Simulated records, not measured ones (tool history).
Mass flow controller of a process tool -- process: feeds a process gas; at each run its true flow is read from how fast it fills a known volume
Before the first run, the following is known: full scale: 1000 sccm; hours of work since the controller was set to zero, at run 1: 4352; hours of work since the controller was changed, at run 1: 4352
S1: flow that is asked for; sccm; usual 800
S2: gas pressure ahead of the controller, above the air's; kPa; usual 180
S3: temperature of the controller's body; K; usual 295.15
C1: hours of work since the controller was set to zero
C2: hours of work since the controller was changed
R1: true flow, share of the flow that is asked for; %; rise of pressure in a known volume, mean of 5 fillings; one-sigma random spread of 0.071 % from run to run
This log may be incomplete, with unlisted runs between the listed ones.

| run | hour | S1 | S2 | S3 | C1 | C2 | R1 |
|---|---|---|---|---|---|---|---|
| 1 | 0.0 | 800 | 180 | 295.15 | 4352 | 4352 | 99.37 |
| 2 | 103.2 | 800 | 180 | 300.15 | 4401 | 4401 | 98.79 |
| 3 | 234.4 | 800 | 180 | 299.15 | 4463 | 4463 | 98.94 |
| 4 | 428.2 | 800 | 180 | 299.15 | 4554 | 4554 | 98.83 |
| 5 | 665.3 | 444 | 180 | 295.15 | 4666 | 4666 | 97.98 |
| 6 | 847.2 | 235 | 180 | 295.15 | 4752 | 4752 | 96.17 |
| 7 | 994.7 | 800 | 180 | 295.15 | 4822 | 4822 | 99.27 |
| 8 | 1156.8 | 800 | 180 | 295.15 | 4898 | 4898 | 99.29 |
| 9 | 1377.7 | 196 | 180 | 295.15 | 5003 | 5003 | 95.25 |
| 10 | 1591.4 | 196 | 180 | 295.15 | 5103 | 5103 | 95.09 |
| 11 | 1810.0 | 196 | 180 | 295.15 | 5207 | 5207 | 95.13 |
| 12 | 1980.3 | 196 | 180 | 295.15 | 5287 | 5287 | 95.16 |
| 13 | 2088.4 | 196 | 180 | 295.15 | 5338 | 5338 | 94.95 |
| 14 | 2290.5 | 245 | 149 | 295.15 | 5433 | 5433 | 95.75 |
| 15 | 2508.9 | 448 | 162 | 294.15 | 5537 | 5537 | 97.73 |
| 16 | 2746.0 | 166 | 181 | 306.15 | 5649 | 5649 | 92.73 |
| 17 | 2955.7 | 800 | 180 | 306.15 | 5748 | 5748 | 98.08 |
| 18 | 3089.1 | 137 | 144 | 294.15 | 5810 | 5810 | 92.50 |
| 19 | 3212.0 | 161 | 177 | 309.15 | 5868 | 5868 | 92.12 |
| 20 | 3450.9 | 800 | 180 | 307.15 | 5981 | 5981 | 98.07 |
| 21 | 3641.4 | 800 | 152 | 311.15 | 6071 | 6071 | 97.34 |
| 22 | 3768.3 | 482 | 164 | 311.15 | 6131 | 6131 | 95.94 |
| 23 | 3894.8 | 854 | 164 | 307.15 | 6191 | 6191 | 98.00 |
| 24 | 4076.3 | 854 | 151 | 297.15 | 6277 | 6277 | 98.94 |
| 25 | 4239.6 | 800 | 180 | 305.15 | 6354 | 6354 | 98.07 |
| 26 | 4382.1 | 800 | 180 | 305.15 | 6421 | 6421 | 98.14 |

Branching from run 26: 4 alternative next runs. What would each branch give?
|  | 4491.1 | controller's zero set anew |
| A | 4591.7 | 153 | 180 | 305.15 | 48 | 6520 | ? |
|  | 4491.1 | controller's zero set anew |
| B | 4591.7 | 954 | 180 | 299.15 | 48 | 6520 | ? |
|  | 4491.1 | controller's zero set anew |
| C | 4591.7 | 800 | 240 | 295.15 | 48 | 6520 | ? |
|  | 4491.1 | controller's zero set anew |
| D | 4591.7 | 800 | 151 | 295.15 | 48 | 6520 | ? |

| run | R1 |
|---|---|
| A | 98.10 |
| B | 100.24 |
| C | 100.86 |
| D | 100.09 |
Without the tool's unlogged condition, the same runs would have read:
| run | R1 |
|---|---|
| A | 97.62 |
| B | 99.63 |
| C | 100.26 |
| D | 99.48 |

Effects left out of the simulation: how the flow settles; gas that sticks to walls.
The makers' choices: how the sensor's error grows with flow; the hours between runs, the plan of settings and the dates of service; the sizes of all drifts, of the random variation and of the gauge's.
